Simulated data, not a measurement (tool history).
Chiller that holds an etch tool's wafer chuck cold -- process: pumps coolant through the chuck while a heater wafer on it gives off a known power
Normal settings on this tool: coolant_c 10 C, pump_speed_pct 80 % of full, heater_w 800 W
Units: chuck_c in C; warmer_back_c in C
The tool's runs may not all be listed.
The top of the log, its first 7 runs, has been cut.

run 8 day=12.446 | coolant_c=10 pump_speed_pct=64 heater_w=800 | chuck_c=19.0 warmer_back_c=2.70
run 9 day=13.725 | coolant_c=2 pump_speed_pct=80 heater_w=800 | chuck_c=10.1 warmer_back_c=2.18
run 10 day=15.975 | coolant_c=2 pump_speed_pct=80 heater_w=800 | chuck_c=9.9 warmer_back_c=2.17
run 11 day=18.429 | coolant_c=2 pump_speed_pct=80 heater_w=585 | chuck_c=7.8 warmer_back_c=1.59
run 12 day=21.100 | coolant_c=10 pump_speed_pct=73 heater_w=800 | chuck_c=18.3 warmer_back_c=2.41
run 13 day=23.454 | coolant_c=10 pump_speed_pct=73 heater_w=800 | chuck_c=18.2 warmer_back_c=2.39
run 14 day=25.054 | coolant_c=10 pump_speed_pct=73 heater_w=800 | chuck_c=18.3 warmer_back_c=2.49
run 15 day=26.954 | coolant_c=10 pump_speed_pct=73 heater_w=800 | chuck_c=18.3 warmer_back_c=2.38
run 16 day=29.033 | coolant_c=10 pump_speed_pct=73 heater_w=800 | chuck_c=18.2 warmer_back_c=2.50
run 17 day=30.579 | coolant_c=5 pump_speed_pct=64 heater_w=549 | chuck_c=10.8 warmer_back_c=1.92
run 18 day=31.683 | coolant_c=15 pump_speed_pct=85 heater_w=715 | chuck_c=21.8 warmer_back_c=1.92
run 19 day=33.550 | coolant_c=15 pump_speed_pct=85 heater_w=715 | chuck_c=21.8 warmer_back_c=1.87
run 20 day=36.258 | coolant_c=11 pump_speed_pct=80 heater_w=800 | chuck_c=19.1 warmer_back_c=2.21
run 21 day=37.454 | coolant_c=10 pump_speed_pct=80 heater_w=502 | chuck_c=15.0 warmer_back_c=1.50
run 22 day=39.271 | coolant_c=9 pump_speed_pct=67 heater_w=844 | chuck_c=18.2 warmer_back_c=2.79
run 23 day=41.354 | coolant_c=3 pump_speed_pct=100 heater_w=679 | chuck_c=9.2 warmer_back_c=1.59
run 24 day=42.821 | coolant_c=3 pump_speed_pct=100 heater_w=679 | chuck_c=8.9 warmer_back_c=1.62
run 25 day=45.392 | coolant_c=3 pump_speed_pct=100 heater_w=679 | chuck_c=9.0 warmer_back_c=1.57
run 26 day=46.721 | coolant_c=3 pump_speed_pct=100 heater_w=679 | chuck_c=9.0 warmer_back_c=1.58
run 27 day=48.517 | coolant_c=18 pump_speed_pct=71 heater_w=1183 | chuck_c=30.5 warmer_back_c=3.73
run 28 day=49.708 | coolant_c=11 pump_speed_pct=89 heater_w=800 | chuck_c=18.6 warmer_back_c=2.11
-- day=50.538 gauge calibrated
run 29 day=50.896 | coolant_c=16 pump_speed_pct=65 heater_w=800 | chuck_c=24.8 warmer_back_c=2.63
run 30 day=52.808 | coolant_c=16 pump_speed_pct=65 heater_w=800 | chuck_c=25.0 warmer_back_c=2.61
run 31 day=54.638 | coolant_c=16 pump_speed_pct=65 heater_w=800 | chuck_c=24.7 warmer_back_c=2.67
run 32 day=56.433 | coolant_c=9 pump_speed_pct=63 heater_w=800 | chuck_c=18.0 warmer_back_c=2.70

Forecast each of these 4 alternatives for the next run:
run A day=57.975 | coolant_c=18 pump_speed_pct=72 heater_w=794 | chuck_c=? warmer_back_c=?
run B day=57.975 | coolant_c=9 pump_speed_pct=63 heater_w=1069 | chuck_c=? warmer_back_c=?
run C day=57.975 | coolant_c=3 pump_speed_pct=86 heater_w=678 | chuck_c=? warmer_back_c=?
run D day=57.975 | coolant_c=19 pump_speed_pct=73 heater_w=711 | chuck_c=? warmer_back_c=?

run=A chuck_c=26.2 warmer_back_c=2.40
run=B chuck_c=20.9 warmer_back_c=3.57
run=C chuck_c=9.5 warmer_back_c=1.71
run=D chuck_c=26.3 warmer_back_c=2.08
The same runs, with their run-to-run variation unchanged, on a tool lacking any hidden condition would have given:
run=A chuck_c=26.2 warmer_back_c=2.38
run=B chuck_c=20.9 warmer_back_c=3.55
run=C chuck_c=9.5 warmer_back_c=1.69
run=D chuck_c=26.3 warmer_back_c=2.05
